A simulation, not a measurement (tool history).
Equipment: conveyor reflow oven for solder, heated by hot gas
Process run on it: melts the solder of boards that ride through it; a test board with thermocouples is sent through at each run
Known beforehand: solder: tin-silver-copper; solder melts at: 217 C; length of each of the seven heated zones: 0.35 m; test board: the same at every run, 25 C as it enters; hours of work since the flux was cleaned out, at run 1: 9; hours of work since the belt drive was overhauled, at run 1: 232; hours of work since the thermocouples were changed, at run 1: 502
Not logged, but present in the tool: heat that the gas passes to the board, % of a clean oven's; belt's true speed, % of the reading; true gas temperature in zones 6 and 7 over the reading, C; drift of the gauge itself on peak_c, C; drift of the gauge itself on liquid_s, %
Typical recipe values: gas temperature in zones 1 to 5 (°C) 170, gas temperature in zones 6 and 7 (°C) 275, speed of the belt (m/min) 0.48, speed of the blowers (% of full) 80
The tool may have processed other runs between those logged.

run	hour	gas temperature in zones 1 to 5 (°C)	gas temperature in zones 6 and 7 (°C)	speed of the belt (m/min)	speed of the blowers (% of full)	hours of work since the flux was cleaned out	hours of work since the belt drive was overhauled	hours of work since the thermocouples were changed	highest temperature of the board (°C)	time above the solder's melting point (s)
1	0	170	275	0.48	80	9	232	502	265.9	75.33
2	22.3	170	275	0.445	80	25	248	517	267.4	82.55
3	33.4	170	275	0.445	80	33	256	525	267	82.73
4	50.1	170	275	0.48	80	44	267	537	265.8	75.1
5	60	170	275	0.48	80	51	274	544	265.2	75.38
6	76.5	170	275	0.48	80	63	286	556	265.3	75.18
7	96.6	170	275	0.48	80	77	300	570	265.3	75.03
8	117.1	170	275	0.48	80	92	315	584	265.1	75.04
# hour 132.6: thermocouples of zones 6 and 7 changed
9	133.9	170	275	0.48	80	102	325	1	265.4	75.5
10	152.3	170	275	0.48	80	115	338	14	265.9	75.34
11	162.9	170	275	0.48	80	123	346	21	265.8	75.29
12	181.3	170	275	0.48	80	136	359	34	265.2	75.26
13	192.4	170	275	0.48	80	143	366	42	265.1	75.37
14	202.7	170	280	0.48	80	151	374	49	270.4	77.38
15	226.5	170	275	0.47	80	167	391	66	265.8	77.1
16	239.7	170	275	0.48	80	177	400	76	265.1	75
17	259.1	161	270	0.48	86	191	414	89	260.3	69.59
18	270.8	161	270	0.48	86	199	422	97	260.5	69.77
# hour 290.5: flux residue cleaned out of gas plates and filters
19	293.1	162	270	0.48	61	2	434	110	256.6	66.5
20	312	184	280	0.559	56	15	447	123	262.8	66.73
21	326.2	184	280	0.559	56	25	457	133	262.6	66.53
22	338.6	177	280	0.511	64	34	466	142	266.4	72.95
23	357.5	170	281	0.514	80	47	479	155	270	72.25
24	373.3	155	281	0.514	80	58	491	166	268.2	67.1
25	384	170	277	0.533	66	66	498	174	261.8	64.96
26	405.1	183	265	0.423	51	81	513	189	254.6	83.88
27	422.5	178	275	0.48	80	93	525	201	266.2	78.49
28	436.5	170	263	0.48	80	103	535	211	253.9	68.85
29	450.8	170	275	0.54	69	113	545	221	259.9	63.02
30	469.1	170	275	0.385	55	126	558	234	265.4	94.83
31	488	159	275	0.48	66	139	572	247	260.8	68.7

Alternative continuations, all from the tool just after run 31; predict every row:
A	500.5	182	275	0.459	60	148	580	256	?	?
B	500.5	159	289	0.567	74	148	580	256	?	?
C	500.5	170	277	0.48	80	148	580	256	?	?
D	500.5	159	275	0.48	72	148	580	256	?	?

run	highest temperature of the board (°C)	time above the solder's melting point (s)
A	263.7	82.23
B	270	62.33
C	266.7	76.27
D	262.4	69.8
Had the tool no hidden state, the same runs would have come out as:
run	highest temperature of the board (°C)	time above the solder's melting point (s)
A	265	82.24
B	272	62.73
C	268.3	76.47
D	264.1	70.33

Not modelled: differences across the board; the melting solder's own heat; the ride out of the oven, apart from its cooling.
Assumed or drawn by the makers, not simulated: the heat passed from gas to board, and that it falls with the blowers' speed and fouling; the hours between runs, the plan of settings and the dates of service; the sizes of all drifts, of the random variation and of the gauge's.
